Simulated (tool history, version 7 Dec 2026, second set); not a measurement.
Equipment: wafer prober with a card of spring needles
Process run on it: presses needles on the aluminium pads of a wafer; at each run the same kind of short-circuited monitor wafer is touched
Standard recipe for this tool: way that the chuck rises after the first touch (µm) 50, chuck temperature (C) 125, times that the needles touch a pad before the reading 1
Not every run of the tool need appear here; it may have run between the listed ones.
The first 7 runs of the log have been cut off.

run   hour  way that the chuck rises after the first touch (µm)  chuck temperature (C)  times that the needles touch a pad before the reading  resistance of one needle with its contact and lead (mohm)  way that a needle slides on the pad (µm)
      80.3  -- tips cleaned on abrasive film
  8   81.0                                                   50                    125                                                      2                                                        173                                     12.52
  9   89.4                                                   50                    125                                                      1                                                        175                                     12.60
      93.8  -- tips cleaned on abrasive film
 10   97.5                                                   50                    125                                                      1                                                        171                                     12.57
     108.3  -- tips cleaned on abrasive film
 11  110.5                                                   50                     27                                                      1                                                        155                                     12.67
     122.3  -- tips cleaned on abrasive film
 12  123.6                                                   51                    125                                                      1                                                        172                                     12.85
 13  129.8                                                   50                    125                                                      1                                                        174                                     12.67
     136.3  -- tips cleaned on abrasive film
 14  142.8                                                   50                    125                                                      1                                                        177                                     12.61
     150.9  -- tips cleaned on abrasive film
 15  151.8                                                   50                    125                                                      1                                                        173                                     12.56
     165.0  -- tips cleaned on abrasive film
 16  166.2                                                   50                    125                                                      1                                                        174                                     12.62
 17  176.4                                                   66                    110                                                      2                                                        171                                     16.63
     179.3  -- tips cleaned on abrasive film
 18  183.5                                                   47                     85                                                      2                                                        171                                     11.90
     192.7  -- tips cleaned on abrasive film
 19  193.6                                                   70                     85                                                      1                                                        162                                     17.68
 20  203.9                                                   70                     85                                                      1                                                        166                                     17.70
     207.4  -- tips cleaned on abrasive film
 21  211.0                                                   50                     91                                                      1                                                        167                                     12.61
     220.8  -- tips cleaned on abrasive film
 22  221.4                                                   50                     91                                                      2                                                        170                                     12.66
 23  230.9                                                   54                     85                                                      1                                                        166                                     13.60
     234.9  -- tips cleaned on abrasive film
 24  239.6                                                   46                    104                                                      3                                                        173                                     11.55
     248.6  -- tips cleaned on abrasive film
 25  252.4                                                   46                    104                                                      3                                                        171                                     11.63
 26  261.0                                                   45                     29                                                      3                                                        158                                     11.34
     262.8  -- tips cleaned on abrasive film
 27  270.9                                                   61                     65                                                      3                                                        163                                     15.48
     273.7  -- height of the first contact set anew
     277.6  -- tips cleaned on abrasive film
 28  282.5                                                   68                     65                                                      2                                                        159                                     17.24
 29  289.8                                                   44                     81                                                      2                                                        163                                     11.09
     291.7  -- tips cleaned on abrasive film
 30  301.8                                                   52                     64                                                      2                                                        162                                     13.18
     305.3  -- tips cleaned on abrasive film
 31  313.8                                                   58                    112                                                      1                                                        167                                     14.57
     318.7  -- tips cleaned on abrasive film
 32  320.7                                                   58                    112                                                      1                                                        169                                     14.68

Here are 3 independent what-if runs from the current tool condition. What would each one return?
     333.0  -- tips cleaned on abrasive film
  A  333.3                                                   30                     95                                                      2                                                          ?                                         ?
     333.0  -- tips cleaned on abrasive film
  B  333.3                                                   33                     30                                                      3                                                          ?                                         ?
     333.0  -- tips cleaned on abrasive film
  C  333.3                                                   43                     33                                                      2                                                          ?                                         ?

run  resistance of one needle with its contact and lead (mohm)  way that a needle slides on the pad (µm)
  A                                                        180                                      7.57
  B                                                        165                                      8.35
  C                                                        158                                     10.80
What these runs would have given with no unlogged condition in the tool:
run  resistance of one needle with its contact and lead (mohm)  way that a needle slides on the pad (µm)
  A                                                        180                                      7.58
  B                                                        165                                      8.35
  C                                                        158                                     10.80
